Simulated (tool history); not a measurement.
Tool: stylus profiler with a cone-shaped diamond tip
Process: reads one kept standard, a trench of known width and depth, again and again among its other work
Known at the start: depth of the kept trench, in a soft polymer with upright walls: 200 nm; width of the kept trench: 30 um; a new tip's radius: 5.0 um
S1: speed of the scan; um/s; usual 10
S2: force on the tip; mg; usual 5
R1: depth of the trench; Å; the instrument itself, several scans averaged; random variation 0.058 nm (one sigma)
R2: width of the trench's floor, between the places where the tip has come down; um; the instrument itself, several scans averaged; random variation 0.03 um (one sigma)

run,hour,S1,S2,R1,R2
1,0,10,5,2037.2,26.35
2,16.6,5,5,2038.4,26.37
3,34.9,10,8.98,2054.6,26.4
4,52,10,8.98,2055.5,26.35
5,77.1,10,12.17,2066.5,26.4
6,106.6,10,12.17,2066.6,26.39
7,127.5,10,12.17,2066.7,26.39
8,161.1,25,1.77,2020.9,26.26
9,192.5,4,11.18,2063.7,26.31
10,217,4,1.77,2021.8,26.31
11,238,14,14.12,2074.1,26.33
12,272.5,10,3.32,2031,26.28
13,297,10,14.72,2074.8,26.35
14,332.2,18,2.76,2027.6,26.24

Forecast each of these 5 alternatives for the next run:
A,363.8,19,5,?,?
B,363.8,33,3.06,?,?
C,363.8,5,2.76,?,?
D,363.8,9,10.55,?,?
E,363.8,4,6.82,?,?

run,R1,R2
A,2038.6,26.25
B,2028.9,26.19
C,2028.1,26.28
D,2062.2,26.27
E,2046.7,26.25
Without the tool's hidden state the same runs would have given:
run,R1,R2
A,2034.3,27.16
B,2024.7,27.09
C,2023.8,27.19
D,2057.9,27.18
E,2042.5,27.16
